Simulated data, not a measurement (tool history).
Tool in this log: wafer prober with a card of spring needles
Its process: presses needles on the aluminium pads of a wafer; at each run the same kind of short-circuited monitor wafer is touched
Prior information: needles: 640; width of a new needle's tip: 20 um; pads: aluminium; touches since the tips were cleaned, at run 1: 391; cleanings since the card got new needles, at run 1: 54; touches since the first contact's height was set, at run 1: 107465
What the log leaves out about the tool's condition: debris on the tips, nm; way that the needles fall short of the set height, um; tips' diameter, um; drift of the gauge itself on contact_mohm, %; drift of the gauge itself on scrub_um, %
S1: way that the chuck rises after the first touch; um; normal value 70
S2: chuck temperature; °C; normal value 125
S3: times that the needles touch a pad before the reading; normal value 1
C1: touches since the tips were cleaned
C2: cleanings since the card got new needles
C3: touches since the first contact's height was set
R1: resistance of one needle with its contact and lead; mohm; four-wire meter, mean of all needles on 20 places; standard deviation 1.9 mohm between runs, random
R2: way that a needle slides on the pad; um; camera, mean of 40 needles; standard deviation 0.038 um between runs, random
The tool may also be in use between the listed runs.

| run | hour | S1 | S2 | S3 | C1 | C2 | C3 | R1 | R2 |
|---|---|---|---|---|---|---|---|---|---|
| 1 | 0 | 70 | 125 | 1 | 391 | 54 | 107465 | 208 | 8.45 |
|  | 3.1 | tips cleaned on abrasive film |
| 2 | 6 | 70 | 125 | 1 | 1332 | 55 | 110192 | 219 | 8.36 |
|  | 7 | tips cleaned on abrasive film |
|  | 10.7 | tips cleaned on abrasive film |
| 3 | 11.5 | 70 | 125 | 1 | 405 | 57 | 112692 | 210 | 8.46 |
|  | 14.5 | tips cleaned on abrasive film |
|  | 18.2 | tips cleaned on abrasive film |
| 4 | 19.6 | 70 | 125 | 1 | 651 | 59 | 116370 | 213 | 8.4 |
|  | 22.3 | tips cleaned on abrasive film |
| 5 | 24.7 | 70 | 125 | 1 | 1129 | 60 | 118699 | 215 | 8.37 |
|  | 26 | tips cleaned on abrasive film |
|  | 30.1 | tips cleaned on abrasive film |
|  | 34 | tips cleaned on abrasive film |
| 6 | 34.5 | 70 | 125 | 3 | 204 | 63 | 123098 | 199 | 8.36 |
|  | 37.9 | tips cleaned on abrasive film |
| 7 | 38.7 | 74 | 125 | 1 | 344 | 64 | 124999 | 206 | 8.96 |
|  | 41.9 | tips cleaned on abrasive film |
| 8 | 42.6 | 70 | 125 | 3 | 297 | 65 | 126772 | 203 | 8.34 |
|  | 45.6 | tips cleaned on abrasive film |
|  | 48.5 | height of the first contact set anew |
| 9 | 49.1 | 70 | 125 | 3 | 1473 | 66 | 267 | 211 | 8.2 |
|  | 49.9 | tips cleaned on abrasive film |
|  | 54.1 | tips cleaned on abrasive film |
|  | 58.1 | tips cleaned on abrasive film |
| 10 | 58.1 | 70 | 125 | 3 | 0 | 69 | 4316 | 204 | 8.2 |
|  | 61.9 | tips cleaned on abrasive film |
| 11 | 62.9 | 70 | 125 | 3 | 464 | 70 | 6522 | 205 | 8.25 |
|  | 65.9 | tips cleaned on abrasive film |
|  | 69.6 | tips cleaned on abrasive film |
| 12 | 69.8 | 70 | 125 | 3 | 100 | 72 | 9642 | 203 | 8.21 |
|  | 73.5 | tips cleaned on abrasive film |
|  | 76.5 | height of the first contact set anew, once more |
|  | 77.4 | tips cleaned on abrasive film |
| 13 | 78.9 | 70 | 125 | 3 | 693 | 74 | 1042 | 207 | 8.69 |
|  | 81.5 | tips cleaned on abrasive film |
|  | 85.6 | tips cleaned on abrasive film |
| 14 | 87.3 | 70 | 125 | 3 | 822 | 76 | 4883 | 208 | 8.77 |
|  | 89.6 | tips cleaned on abrasive film |
|  | 93.3 | tips cleaned on abrasive film |
| 15 | 95.4 | 70 | 125 | 1 | 1003 | 78 | 8549 | 218 | 8.69 |
|  | 97.3 | tips cleaned on abrasive film |
| 16 | 100.8 | 70 | 125 | 1 | 1594 | 79 | 10993 | 223 | 8.66 |
|  | 101.4 | tips cleaned on abrasive film |
|  | 105.2 | tips cleaned on abrasive film |
| 17 | 105.6 | 70 | 125 | 1 | 201 | 81 | 13149 | 207 | 8.61 |
|  | 108.9 | tips cleaned on abrasive film |
| 18 | 110.4 | 64 | 120 | 1 | 707 | 82 | 15348 | 221 | 7.89 |
|  | 112.6 | tips cleaned on abrasive film |
| 19 | 115.1 | 61 | 75 | 2 | 1131 | 83 | 17465 | 206 | 7.51 |
|  | 116.4 | tips cleaned on abrasive film |
| 20 | 119.2 | 59 | 32 | 1 | 1318 | 84 | 19361 | 215 | 7.26 |
|  | 120.1 | tips cleaned on abrasive film |
| 21 | 123.3 | 59 | 32 | 1 | 1482 | 85 | 21194 | 214 | 7.28 |
|  | 124.1 | tips cleaned on abrasive film |
|  | 128.3 | tips cleaned on abrasive film |
| 22 | 128.9 | 70 | 65 | 1 | 302 | 87 | 23737 | 194 | 8.61 |
|  | 132.5 | tips cleaned on abrasive film |
| 23 | 135.3 | 70 | 65 | 1 | 1312 | 88 | 26657 | 211 | 8.69 |
|  | 136.4 | tips cleaned on abrasive film |
|  | 140.5 | tips cleaned on abrasive film |
|  | 144.2 | tips cleaned on abrasive film |
| 24 | 144.7 | 70 | 65 | 1 | 228 | 91 | 30902 | 199 | 8.68 |
|  | 148.2 | tips cleaned on abrasive film |
| 25 | 150.3 | 56 | 40 | 2 | 956 | 92 | 33440 | 201 | 6.87 |
|  | 152.6 | tips cleaned on abrasive film |
| 26 | 154.8 | 70 | 56 | 2 | 1002 | 93 | 35482 | 196 | 8.66 |
|  | 156.6 | tips cleaned on abrasive film |
| 27 | 158.7 | 70 | 56 | 2 | 1008 | 94 | 37272 | 197 | 8.57 |
|  | 160.3 | tips cleaned on abrasive film |
|  | 164.7 | tips cleaned on abrasive film |
| 28 | 166.4 | 70 | 56 | 2 | 779 | 96 | 40748 | 193 | 8.64 |
|  | 168.7 | tips cleaned on abrasive film |
|  | 172.5 | tips cleaned on abrasive film |
| 29 | 174.7 | 70 | 56 | 2 | 1022 | 98 | 44508 | 198 | 8.61 |
|  | 176.9 | tips cleaned on abrasive film |
|  | 180.9 | tips cleaned on abrasive film |
| 30 | 181.3 | 70 | 56 | 2 | 188 | 100 | 47481 | 186 | 8.52 |

Here are 4 independent what-if runs from the current tool condition. What would each one return?
|  | 185 | tips cleaned on abrasive film |
| A | 186.8 | 70 | 65 | 2 | 850 | 101 | 50032 | ? | ? |
|  | 185 | tips cleaned on abrasive film |
| B | 186.8 | 66 | 125 | 3 | 850 | 101 | 50032 | ? | ? |
|  | 185 | tips cleaned on abrasive film |
| C | 186.8 | 70 | 125 | 2 | 850 | 101 | 50032 | ? | ? |
|  | 185 | tips cleaned on abrasive film |
| D | 186.8 | 60 | 56 | 2 | 850 | 101 | 50032 | ? | ? |

| run | R1 | R2 |
|---|---|---|
| A | 204 | 8.58 |
| B | 207 | 8.11 |
| C | 209 | 8.62 |
| D | 199 | 7.38 |
What these runs would have given with no unlogged condition in the tool:
| run | R1 | R2 |
|---|---|---|
| A | 194 | 8.73 |
| B | 201 | 8.26 |
| C | 200 | 8.77 |
| D | 186 | 7.53 |
